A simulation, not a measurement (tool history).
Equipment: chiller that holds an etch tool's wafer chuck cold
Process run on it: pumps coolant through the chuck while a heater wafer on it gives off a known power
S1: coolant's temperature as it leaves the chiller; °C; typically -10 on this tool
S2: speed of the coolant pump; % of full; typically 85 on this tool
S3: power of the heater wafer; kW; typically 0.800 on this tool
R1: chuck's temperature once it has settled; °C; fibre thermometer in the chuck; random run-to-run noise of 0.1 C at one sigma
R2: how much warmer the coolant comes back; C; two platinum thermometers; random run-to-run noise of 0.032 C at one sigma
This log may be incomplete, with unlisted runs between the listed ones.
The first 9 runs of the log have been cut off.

{"run": 10, "hour": 626.3, "S1": -10, "S2": 85, "S3": 0.8, "R1": -4.3, "R2": 3.51}
{"run": 11, "hour": 673.7, "S1": -10, "S2": 85, "S3": 0.8, "R1": -4.5, "R2": 3.43}
{"run": 12, "hour": 729.5, "S1": -10, "S2": 87, "S3": 0.8, "R1": -4.6, "R2": 3.38}
{"run": 13, "hour": 771.5, "S1": -10, "S2": 87, "S3": 0.8, "R1": -4.3, "R2": 3.37}
{"run": 14, "hour": 845.8, "S1": -10, "S2": 87, "S3": 0.8, "R1": -4.4, "R2": 3.38}
{"run": 15, "hour": 945.0, "S1": -10, "S2": 87, "S3": 0.8, "R1": -4.4, "R2": 3.36}
{"run": 16, "hour": 1006.0, "S1": -10, "S2": 85, "S3": 0.413, "R1": -7.2, "R2": 1.75}
{"run": 17, "hour": 1048.3, "S1": -10, "S2": 85, "S3": 0.413, "R1": -7.1, "R2": 1.75}
{"run": 18, "hour": 1112.8, "S1": -10, "S2": 85, "S3": 0.413, "R1": -7.2, "R2": 1.74}
{"run": 19, "hour": 1209.3, "S1": -10, "S2": 85, "S3": 0.413, "R1": -7.2, "R2": 1.82}
{"run": 20, "hour": 1250.9, "S1": -10, "S2": 63, "S3": 0.417, "R1": -6.1, "R2": 2.58}
{"run": 21, "hour": 1307.5, "S1": -10, "S2": 63, "S3": 0.417, "R1": -6.2, "R2": 2.51}
{"run": 22, "hour": 1383.5, "S1": -10, "S2": 63, "S3": 0.417, "R1": -6.1, "R2": 2.63}
{"run": 23, "hour": 1469.5, "S1": -10, "S2": 61, "S3": 0.417, "R1": -6.1, "R2": 2.65}
{"run": 24, "hour": 1557.1, "S1": -2, "S2": 61, "S3": 0.435, "R1": 2.2, "R2": 2.83}
{"run": 25, "hour": 1628.1, "S1": -1, "S2": 85, "S3": 0.917, "R1": 5.6, "R2": 4.04}
{"run": 26, "hour": 1693.2, "S1": 0, "S2": 85, "S3": 0.64, "R1": 4.5, "R2": 2.88}
{"run": 27, "hour": 1741.6, "S1": -10, "S2": 61, "S3": 1.199, "R1": 1.8, "R2": 7.64}
{"run": 28, "hour": 1804.1, "S1": -6, "S2": 61, "S3": 0.452, "R1": -1.8, "R2": 2.88}
{"run": 29, "hour": 1900.1, "S1": -10, "S2": 94, "S3": 0.8, "R1": -4.7, "R2": 3.1}

For run 30, what comes out?
{"run": 30, "hour": 1998.1, "S1": -10, "S2": 94, "S3": 0.8, "R1": "?", "R2": "?"}

Run 30 gave R1 -4.9 °C, R2 3.09 C.
Without the tool's hidden state the same run would have given R1 -5.2 °C, R2 2.85 C.
